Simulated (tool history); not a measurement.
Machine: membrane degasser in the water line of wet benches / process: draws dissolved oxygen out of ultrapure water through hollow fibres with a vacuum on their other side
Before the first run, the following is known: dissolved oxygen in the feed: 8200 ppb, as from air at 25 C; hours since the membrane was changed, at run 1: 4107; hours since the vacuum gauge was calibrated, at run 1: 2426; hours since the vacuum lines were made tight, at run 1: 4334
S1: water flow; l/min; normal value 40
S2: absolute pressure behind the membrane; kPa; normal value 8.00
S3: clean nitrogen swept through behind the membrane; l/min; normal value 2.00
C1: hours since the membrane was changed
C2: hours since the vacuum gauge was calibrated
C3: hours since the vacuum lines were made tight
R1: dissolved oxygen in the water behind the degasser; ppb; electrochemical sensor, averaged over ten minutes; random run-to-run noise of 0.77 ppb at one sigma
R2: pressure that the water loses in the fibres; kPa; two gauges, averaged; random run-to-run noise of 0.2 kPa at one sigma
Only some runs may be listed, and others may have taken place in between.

{"run": 1, "day": 0.0, "S1": 40, "S2": 8.0, "S3": 2.0, "C1": 4107, "C2": 2426, "C3": 4334, "R1": 219.9, "R2": 47.88}
{"run": 2, "day": 5.617, "S1": 40, "S2": 8.0, "S3": 2.0, "C1": 4242, "C2": 2560, "C3": 4469, "R1": 218.9, "R2": 48.56}
{"run": 3, "day": 9.567, "S1": 40, "S2": 8.0, "S3": 2.0, "C1": 4336, "C2": 2655, "C3": 4564, "R1": 220.2, "R2": 47.93}
{"run": 4, "day": 13.283, "S1": 40, "S2": 8.0, "S3": 2.0, "C1": 4425, "C2": 2744, "C3": 4653, "R1": 221.2, "R2": 47.7}
{"run": 5, "day": 18.112, "S1": 40, "S2": 8.0, "S3": 2.0, "C1": 4541, "C2": 2860, "C3": 4769, "R1": 220.7, "R2": 48.08}
{"run": 6, "day": 21.708, "S1": 40, "S2": 8.0, "S3": 5.98, "C1": 4628, "C2": 2947, "C3": 4855, "R1": 84.7, "R2": 48.09}
{"run": 7, "day": 27.108, "S1": 40, "S2": 8.0, "S3": 5.98, "C1": 4757, "C2": 3076, "C3": 4985, "R1": 84.4, "R2": 48.08}
{"run": 8, "day": 33.671, "S1": 40, "S2": 5.89, "S3": 2.0, "C1": 4915, "C2": 3234, "C3": 5142, "R1": 129.8, "R2": 47.89}
{"run": 9, "day": 38.642, "S1": 40, "S2": 5.89, "S3": 2.0, "C1": 5034, "C2": 3353, "C3": 5261, "R1": 131.3, "R2": 48.15}
{"run": 10, "day": 44.912, "S1": 40, "S2": 5.89, "S3": 2.0, "C1": 5185, "C2": 3503, "C3": 5412, "R1": 130.2, "R2": 48.13}
{"run": 11, "day": 47.975, "S1": 40, "S2": 5.89, "S3": 2.0, "C1": 5258, "C2": 3577, "C3": 5486, "R1": 130.9, "R2": 48.48}
{"run": 12, "day": 52.304, "S1": 40, "S2": 5.89, "S3": 4.86, "C1": 5362, "C2": 3681, "C3": 5589, "R1": 60.6, "R2": 47.74}
{"day": 52.758, "done": "vacuum gauge calibrated"}
{"run": 13, "day": 56.45, "S1": 40, "S2": 5.26, "S3": 4.86, "C1": 5461, "C2": 89, "C3": 5688, "R1": 50.0, "R2": 48.5}
{"run": 14, "day": 61.004, "S1": 26, "S2": 8.0, "S3": 2.0, "C1": 5570, "C2": 198, "C3": 5798, "R1": 150.7, "R2": 31.33}
{"run": 15, "day": 64.908, "S1": 26, "S2": 6.54, "S3": 2.0, "C1": 5664, "C2": 292, "C3": 5891, "R1": 108.1, "R2": 31.23}
{"run": 16, "day": 70.462, "S1": 26, "S2": 6.54, "S3": 2.0, "C1": 5797, "C2": 425, "C3": 6025, "R1": 107.7, "R2": 31.02}
{"run": 17, "day": 75.921, "S1": 52, "S2": 8.0, "S3": 1.22, "C1": 5928, "C2": 556, "C3": 6156, "R1": 419.0, "R2": 62.62}
{"run": 18, "day": 80.167, "S1": 40, "S2": 7.54, "S3": 0.87, "C1": 6030, "C2": 658, "C3": 6258, "R1": 397.4, "R2": 48.37}
{"run": 19, "day": 85.921, "S1": 27, "S2": 18.08, "S3": 1.09, "C1": 6168, "C2": 796, "C3": 6396, "R1": 746.8, "R2": 32.68}
{"day": 89.25, "done": "vacuum gauge calibrated, once more"}
{"run": 20, "day": 89.492, "S1": 44, "S2": 18.08, "S3": 1.09, "C1": 6254, "C2": 6, "C3": 6481, "R1": 1081.2, "R2": 53.29}
{"run": 21, "day": 96.217, "S1": 32, "S2": 8.0, "S3": 3.25, "C1": 6415, "C2": 167, "C3": 6642, "R1": 113.2, "R2": 38.85}
{"run": 22, "day": 99.95, "S1": 27, "S2": 8.33, "S3": 5.7, "C1": 6504, "C2": 257, "C3": 6732, "R1": 61.0, "R2": 32.56}
{"run": 23, "day": 105.488, "S1": 28, "S2": 18.69, "S3": 4.8, "C1": 6637, "C2": 390, "C3": 6865, "R1": 217.6, "R2": 34.05}
{"run": 24, "day": 111.804, "S1": 40, "S2": 8.0, "S3": 1.99, "C1": 6789, "C2": 541, "C3": 7016, "R1": 218.8, "R2": 48.65}
{"run": 25, "day": 116.508, "S1": 44, "S2": 17.7, "S3": 3.01, "C1": 6902, "C2": 654, "C3": 7129, "R1": 472.7, "R2": 53.51}
{"run": 26, "day": 119.421, "S1": 44, "S2": 17.7, "S3": 3.01, "C1": 6972, "C2": 724, "C3": 7199, "R1": 471.1, "R2": 53.47}
{"run": 27, "day": 126.371, "S1": 55, "S2": 10.08, "S3": 1.21, "C1": 7139, "C2": 891, "C3": 7366, "R1": 595.1, "R2": 66.44}
{"run": 28, "day": 131.392, "S1": 55, "S2": 10.08, "S3": 1.21, "C1": 7259, "C2": 1011, "C3": 7486, "R1": 597.8, "R2": 66.65}
{"run": 29, "day": 135.646, "S1": 55, "S2": 10.08, "S3": 1.21, "C1": 7361, "C2": 1114, "C3": 7589, "R1": 598.5, "R2": 66.05}
{"run": 30, "day": 140.238, "S1": 55, "S2": 10.08, "S3": 1.21, "C1": 7471, "C2": 1224, "C3": 7699, "R1": 595.5, "R2": 66.81}
{"run": 31, "day": 146.954, "S1": 49, "S2": 8.0, "S3": 2.0, "C1": 7633, "C2": 1385, "C3": 7860, "R1": 264.3, "R2": 59.43}

Here are 5 independent what-if runs from the current tool condition. What would each one return?
{"run": "A", "day": 150.692, "S1": 40, "S2": 8.0, "S3": 4.49, "C1": 7722, "C2": 1475, "C3": 7950, "R1": "?", "R2": "?"}
{"run": "B", "day": 150.692, "S1": 50, "S2": 17.28, "S3": 1.01, "C1": 7722, "C2": 1475, "C3": 7950, "R1": "?", "R2": "?"}
{"run": "C", "day": 150.692, "S1": 30, "S2": 4.83, "S3": 1.92, "C1": 7722, "C2": 1475, "C3": 7950, "R1": "?", "R2": "?"}
{"run": "D", "day": 150.692, "S1": 28, "S2": 8.0, "S3": 2.0, "C1": 7722, "C2": 1475, "C3": 7950, "R1": "?", "R2": "?"}
{"run": "E", "day": 150.692, "S1": 40, "S2": 11.03, "S3": 2.14, "C1": 7722, "C2": 1475, "C3": 7950, "R1": "?", "R2": "?"}

run=A R1=108.1 R2=48.36
run=B R1=1193.8 R2=60.93
run=C R1=61.6 R2=35.98
run=D R1=157.1 R2=34.01
run=E R1=325.8 R2=48.69
With the hidden condition removed and each run's random variation left untouched, the same runs would have given:
run=A R1=105.3 R2=47.30
run=B R1=1188.9 R2=59.60
run=C R1=59.1 R2=35.19
run=D R1=153.7 R2=33.27
run=E R1=321.1 R2=47.63
